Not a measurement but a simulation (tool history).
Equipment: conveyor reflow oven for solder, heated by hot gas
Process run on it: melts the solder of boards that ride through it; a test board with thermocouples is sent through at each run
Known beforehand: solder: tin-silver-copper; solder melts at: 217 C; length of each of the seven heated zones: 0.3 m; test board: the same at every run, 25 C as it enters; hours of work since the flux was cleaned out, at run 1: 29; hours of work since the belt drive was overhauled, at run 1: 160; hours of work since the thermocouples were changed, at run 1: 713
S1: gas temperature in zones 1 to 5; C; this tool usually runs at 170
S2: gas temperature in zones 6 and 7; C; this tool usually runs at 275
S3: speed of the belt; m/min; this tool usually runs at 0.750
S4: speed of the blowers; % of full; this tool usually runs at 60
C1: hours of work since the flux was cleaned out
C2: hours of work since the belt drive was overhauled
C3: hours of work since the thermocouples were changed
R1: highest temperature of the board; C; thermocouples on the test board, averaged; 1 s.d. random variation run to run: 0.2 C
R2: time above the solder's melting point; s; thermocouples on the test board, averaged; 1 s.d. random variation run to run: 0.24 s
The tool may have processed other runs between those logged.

Run 1, hour 0.0: usual settings; C1 29; C2 160; C3 713. Result: R1 249.7 C, R2 32.0 s.
Run 2, hour 16.5: usual settings; C1 41; C2 172; C3 726. Result: R1 249.8 C, R2 31.9 s.
Run 3, hour 30.0: usual settings; C1 51; C2 182; C3 736. Result: R1 249.5 C, R2 32.5 s.
Run 4, hour 45.8: usual settings but S1 169 C; C1 63; C2 194; C3 748. Result: R1 249.1 C, R2 31.4 s.
Run 5, hour 66.2: usual settings but S1 169 C; C1 79; C2 210; C3 763. Result: R1 248.8 C, R2 32.2 s.
Run 6, hour 75.6: usual settings but S1 169 C; C1 86; C2 217; C3 770. Result: R1 248.8 C, R2 31.8 s.
Run 7, hour 90.2: usual settings; C1 97; C2 228; C3 781. Result: R1 249.1 C, R2 31.7 s.
Run 8, hour 102.6: usual settings but S4 53 % of full; C1 106; C2 237; C3 791. Result: R1 245.0 C, R2 29.4 s.
Run 9, hour 116.0: usual settings but S3 0.815 m/min; C1 116; C2 247; C3 801. Result: R1 245.3 C, R2 26.6 s.
Run 10, hour 132.0: usual settings but S3 0.815 m/min; C1 128; C2 259; C3 813. Result: R1 245.3 C, R2 26.4 s.
Run 11, hour 146.8: usual settings; C1 140; C2 270; C3 824. Result: R1 249.0 C, R2 32.4 s.
Run 12, hour 158.2: usual settings; C1 148; C2 279; C3 832. Result: R1 249.1 C, R2 32.0 s.
Run 13, hour 168.9: usual settings; C1 156; C2 287; C3 841. Result: R1 249.0 C, R2 31.9 s.
Run 14, hour 177.5: usual settings; C1 163; C2 293; C3 847. Result: R1 248.9 C, R2 32.0 s.
Run 15, hour 196.0: usual settings; C1 177; C2 307; C3 861. Result: R1 249.0 C, R2 32.3 s.
At hour 201.6: belt drive overhauled, speed set with a stopwatch.
Run 16, hour 218.2: usual settings; C1 190; C2 12; C3 875. Result: R1 249.2 C, R2 31.8 s.
Run 17, hour 234.4: usual settings but S1 168 C, S2 287 C; C1 203; C2 25; C3 887. Result: R1 257.6 C, R2 37.0 s.
Run 18, hour 248.7: usual settings but S1 168 C, S2 287 C; C1 213; C2 35; C3 898. Result: R1 257.4 C, R2 36.2 s.
At hour 254.1: thermocouples of zones 6 and 7 changed.
Run 19, hour 267.1: usual settings but S2 287 C, S3 0.841 m/min; C1 226; C2 48; C3 10. Result: R1 249.2 C, R2 28.2 s.
Run 20, hour 287.3: usual settings but S2 287 C, S3 0.841 m/min; C1 241; C2 63; C3 25. Result: R1 249.4 C, R2 28.5 s.
Run 21, hour 297.3: usual settings but S2 287 C, S3 0.841 m/min; C1 248; C2 71; C3 33. Result: R1 249.6 C, R2 28.6 s.
Run 22, hour 306.2: usual settings but S2 287 C, S3 0.841 m/min; C1 255; C2 77; C3 39. Result: R1 249.6 C, R2 28.2 s.
At hour 313.2: belt drive overhauled, speed set with a stopwatch, once more.
Run 23, hour 319.0: usual settings but S2 287 C, S3 0.881 m/min, S4 65 % of full; C1 262; C2 4; C3 46. Result: R1 249.3 C, R2 26.4 s.
Run 24, hour 337.1: usual settings but S1 184 C, S2 287 C, S3 0.881 m/min, S4 65 % of full; C1 275; C2 18; C3 60. Result: R1 253.2 C, R2 31.1 s.
Run 25, hour 355.5: usual settings but S1 184 C, S2 287 C, S3 0.881 m/min, S4 65 % of full; C1 289; C2 32; C3 73. Result: R1 253.4 C, R2 30.8 s.
Run 26, hour 374.3: usual settings but S1 175 C, S2 270 C, S3 0.624 m/min, S4 88 % of full; C1 303; C2 46; C3 88. Result: R1 257.9 C, R2 46.3 s.
At hour 383.7: flux residue cleaned out of gas plates and filters.
Run 27, hour 396.0: usual settings but S1 158 C, S2 280 C, S3 0.856 m/min, S4 59 % of full; C1 9; C2 59; C3 100. Result: R1 240.7 C, R2 21.3 s.
Run 28, hour 413.7: usual settings but S1 168 C, S2 270 C, S3 0.856 m/min, S4 59 % of full; C1 23; C2 72; C3 114. Result: R1 236.4 C, R2 19.8 s.
Run 29, hour 426.1: usual settings but S1 168 C, S2 270 C, S3 0.856 m/min, S4 59 % of full; C1 32; C2 81; C3 123. Result: R1 236.3 C, R2 20.1 s.
Run 30, hour 439.3: usual settings but S1 174 C, S4 56 % of full; C1 42; C2 91; C3 133. Result: R1 246.3 C, R2 31.2 s.
Run 31, hour 458.1: usual settings but S1 177 C, S3 0.690 m/min; C1 56; C2 105; C3 147. Result: R1 252.6 C, R2 39.1 s.
Run 32, hour 467.9: usual settings but S1 165 C, S3 0.748 m/min; C1 63; C2 113; C3 154. Result: R1 246.7 C, R2 29.8 s.

3 ways to go on from here, each from the tool as it stands after run 32. What would each give?
Run A, hour 482.7: usual settings but S1 158 C, S3 0.900 m/min, S4 54 % of full; C1 75; C2 124; C3 165. Result: R1 ?, R2 ?.
Run B, hour 482.7: usual settings but S1 156 C, S3 0.748 m/min; C1 75; C2 124; C3 165. Result: R1 ?, R2 ?.
Run C, hour 482.7: usual settings but S3 0.829 m/min; C1 75; C2 124; C3 165. Result: R1 ?, R2 ?.

run     R1    R2
  A  230.4  12.3
  B  243.9  26.5
  C  243.0  24.9
Take away the tool's hidden state, keep each run's random variation, and the runs would have read:
run     R1    R2
  A  230.8  12.6
  B  244.2  26.7
  C  243.3  25.2
